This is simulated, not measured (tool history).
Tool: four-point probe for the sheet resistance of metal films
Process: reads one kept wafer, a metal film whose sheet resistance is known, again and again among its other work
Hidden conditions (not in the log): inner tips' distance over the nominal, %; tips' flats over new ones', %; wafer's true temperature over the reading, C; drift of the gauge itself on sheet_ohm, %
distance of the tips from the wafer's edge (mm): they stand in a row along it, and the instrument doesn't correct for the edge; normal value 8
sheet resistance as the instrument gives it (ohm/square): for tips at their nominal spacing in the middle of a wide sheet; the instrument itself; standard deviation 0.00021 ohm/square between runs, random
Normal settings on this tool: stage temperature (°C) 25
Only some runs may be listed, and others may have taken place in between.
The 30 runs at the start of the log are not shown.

| run | hour | stage temperature (°C) | distance of the tips from the wafer's edge (mm) | touches since the probe head was changed | hours of work since the stage's thermometer was calibrated | sheet resistance as the instrument gives it (ohm/square) |
|---|---|---|---|---|---|---|
| 31 | 1490.6 | 28 | 5 | 127476 | 2081 | 1.052733 |
| 32 | 1524.6 | 27 | 12 | 128763 | 2099 | 1.025312 |
| 33 | 1565.2 | 27 | 12 | 130303 | 2121 | 1.024955 |
| 34 | 1613.9 | 26 | 12 | 132148 | 2147 | 1.025884 |
| 35 | 1681.6 | 26 | 12 | 134709 | 2184 | 1.025729 |
| 36 | 1713.6 | 26 | 12 | 135921 | 2201 | 1.025712 |
| 37 | 1763.7 | 25 | 75 | 137820 | 2229 | 1.020373 |
| 38 | 1802.1 | 25 | 75 | 139274 | 2249 | 1.020135 |
| 39 | 1870.7 | 21 | 9 | 141872 | 2286 | 1.034255 |
| 40 | 1916.0 | 22 | 31 | 143586 | 2311 | 1.023343 |
| 41 | 1961.2 | 25 | 8 | 145298 | 2335 | 1.032839 |
| 42 | 2002.1 | 20 | 45 | 146848 | 2358 | 1.024301 |
| 43 | 2066.1 | 34 | 75 | 149271 | 2392 | 1.011799 |
| 44 | 2136.6 | 23 | 75 | 151940 | 2430 | 1.021297 |
| 45 | 2200.5 | 19 | 4 | 154359 | 2465 | 1.077166 |

Predict each of these 4 candidate next runs independently; none follows another, all start after run 45:
| A | 2265.8 | 25 | 8 | 156832 | 2500 | ? |
| B | 2265.8 | 32 | 4 | 156832 | 2500 | ? |
| C | 2265.8 | 35 | 8 | 156832 | 2500 | ? |
| D | 2265.8 | 19 | 6 | 156832 | 2500 | ? |

| run | sheet resistance as the instrument gives it (ohm/square) |
|---|---|
| A | 1.032516 |
| B | 1.064846 |
| C | 1.023926 |
| D | 1.048479 |
Had the tool no hidden state, the same runs would have come out as:
| run | sheet resistance as the instrument gives it (ohm/square) |
|---|---|
| A | 1.045440 |
| B | 1.078153 |
| C | 1.036774 |
| D | 1.061570 |
